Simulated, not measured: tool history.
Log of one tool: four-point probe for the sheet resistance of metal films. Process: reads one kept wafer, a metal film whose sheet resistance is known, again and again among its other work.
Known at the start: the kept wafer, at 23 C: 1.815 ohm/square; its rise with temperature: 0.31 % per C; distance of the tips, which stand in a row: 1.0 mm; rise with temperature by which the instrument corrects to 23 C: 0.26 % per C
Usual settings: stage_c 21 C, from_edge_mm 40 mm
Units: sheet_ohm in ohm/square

run,hour,stage_c,from_edge_mm,sheet_ohm
1,0,21,40,1.812278
2,16.9,21,40,1.812768
3,41.1,21,40,1.812542
4,64.8,21,40,1.813088
5,82.8,21,4,1.871016
6,96.6,32,4,1.881842
7,113.1,32,4,1.88237
8,138.1,32,4,1.881526
9,154.1,21,40,1.813123
10,175.1,21,40,1.8132
11,192.4,21,40,1.813326
# hour 194.7: stage's thermometer calibrated
12,203.6,21,9,1.824741
13,218.8,21,9,1.824697
14,242.7,21,9,1.824809
15,263.2,23,13,1.820639
16,285.8,27,9,1.83099
# hour 296.5: stage's thermometer calibrated, once more
17,307,26,16,1.822675
18,318.4,26,21,1.821744
19,338.7,26,21,1.821467
20,358.5,21,4,1.874575
21,374.9,24,33,1.819102

Run 22 comes next. What will it give?
22,398.5,34,5,?

Run 22 gave sheet_ohm 1.865996 ohm/square.
Without the tool's hidden state the same run would have given sheet_ohm 1.863682 ohm/square.
